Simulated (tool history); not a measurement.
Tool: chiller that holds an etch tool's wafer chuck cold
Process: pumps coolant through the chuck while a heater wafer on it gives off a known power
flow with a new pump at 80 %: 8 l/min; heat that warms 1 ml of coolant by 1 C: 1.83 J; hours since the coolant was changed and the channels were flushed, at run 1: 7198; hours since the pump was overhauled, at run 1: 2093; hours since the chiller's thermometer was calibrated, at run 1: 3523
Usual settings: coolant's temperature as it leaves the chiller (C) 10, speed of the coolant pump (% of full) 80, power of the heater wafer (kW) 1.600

run    hour  coolant's temperature as it leaves the chiller (C)  speed of the coolant pump (% of full)  power of the heater wafer (kW)  hours since the coolant was changed and the channels were flushed  hours since the pump was overhauled  hours since the chiller's thermometer was calibrated  chuck's temperature once it has settled (C)  how much warmer the coolant comes back (C)
  1     0.0                                                  10                                     80                           1.600                                                               7198                                 2093                                                  3523                                        22.98                                        6.72
  2    44.5                                                  10                                     80                           1.600                                                               7242                                 2138                                                  3568                                        22.92                                        6.61
  3   105.5                                                  10                                     80                           1.600                                                               7303                                 2199                                                  3629                                        22.96                                        6.64
  4   201.5                                                   4                                     80                           1.600                                                               7399                                 2295                                                  3725                                        17.05                                        6.65
  5   252.1                                                   4                                     80                           1.600                                                               7450                                 2345                                                  3775                                        17.04                                        6.66
  6   345.3                                                   4                                     80                           1.130                                                               7543                                 2439                                                  3869                                        13.24                                        4.70
  7   390.0                                                   4                                     80                           1.130                                                               7588                                 2483                                                  3913                                        13.23                                        4.75
  8   477.2                                                   4                                     80                           1.130                                                               7675                                 2570                                                  4000                                        13.28                                        4.76
  9   526.8                                                  11                                     80                           1.130                                                               7725                                 2620                                                  4050                                        20.21                                        4.72
 10   579.3                                                  10                                     80                           1.600                                                               7777                                 2673                                                  4103                                        23.12                                        6.73
      664.5  -- coolant changed, channels flushed
 11   666.1                                                  10                                     80                           1.600                                                                  2                                 2753                                                  4183                                        22.41                                        6.64
 12   720.7                                                  10                                     80                           1.600                                                                 56                                 2808                                                  4238                                        22.29                                        6.71
 13   799.0                                                  12                                     80                           1.600                                                                135                                 2886                                                  4316                                        24.67                                        6.73
 14   889.8                                                  10                                     80                           1.600                                                                225                                 2977                                                  4407                                        22.35                                        6.63
 15   930.8                                                  10                                     80                           1.600                                                                266                                 3018                                                  4448                                        22.31                                        6.70
 16   980.8                                                  10                                     93                           1.600                                                                316                                 3068                                                  4498                                        20.76                                        5.69
 17  1056.3                                                  18                                     80                           2.202                                                                392                                 3144                                                  4574                                        35.17                                        9.18
 18  1101.5                                                  19                                     80                           2.142                                                                437                                 3189                                                  4619                                        35.71                                        9.00
 19  1144.5                                                  10                                     65                           1.095                                                                480                                 3232                                                  4662                                        20.31                                        5.73
 20  1191.8                                                   8                                     65                           1.875                                                                527                                 3279                                                  4709                                        25.77                                        9.87
 21  1234.5                                                   8                                     65                           1.875                                                                570                                 3322                                                  4752                                        25.83                                        9.84
 22  1276.8                                                   8                                     65                           1.073                                                                612                                 3364                                                  4794                                        18.19                                        5.66
 23  1317.7                                                   8                                     80                           2.298                                                                653                                 3405                                                  4835                                        25.88                                        9.63
 24  1396.9                                                   8                                     80                           2.298                                                                732                                 3484                                                  4914                                        25.92                                        9.62
 25  1483.5                                                   1                                     66                           1.834                                                                819                                 3571                                                  5001                                        18.18                                        9.46
 26  1527.0                                                  17                                     63                           1.682                                                                863                                 3614                                                  5044                                        33.51                                        9.20
 27  1624.4                                                  17                                     63                           1.682                                                                960                                 3712                                                  5142                                        33.51                                        9.20
 28  1720.8                                                  17                                     63                           1.682                                                               1056                                 3808                                                  5238                                        33.48                                        9.20
 29  1797.2                                                  19                                     63                           1.682                                                               1133                                 3884                                                  5314                                        35.43                                        9.16
 30  1864.4                                                  19                                     63                           1.682                                                               1200                                 3952                                                  5382                                        35.50                                        9.24
 31  1936.9                                                  11                                     62                           1.374                                                               1272                                 4024                                                  5454                                        24.68                                        7.66
 32  2018.0                                                  10                                     80                           1.256                                                               1354                                 4105                                                  5535                                        19.84                                        5.27

Forecast each of these 3 alternatives for the next run:
  A  2075.4                                                  10                                     63                           1.679                                                               1411                                 4163                                                  5593                                            ?                                           ?
  B  2075.4                                                  19                                     98                           1.031                                                               1411                                 4163                                                  5593                                            ?                                           ?
  C  2075.4                                                  15                                     97                           0.976                                                               1411                                 4163                                                  5593                                            ?                                           ?

run  chuck's temperature once it has settled (C)  how much warmer the coolant comes back (C)
  A                                        26.48                                        9.19
  B                                        25.73                                        3.56
  C                                        21.39                                        3.34
Without the tool's hidden state the same runs would have given:
run  chuck's temperature once it has settled (C)  how much warmer the coolant comes back (C)
  A                                        26.10                                        8.94
  B                                        25.67                                        3.46
  C                                        21.35                                        3.25
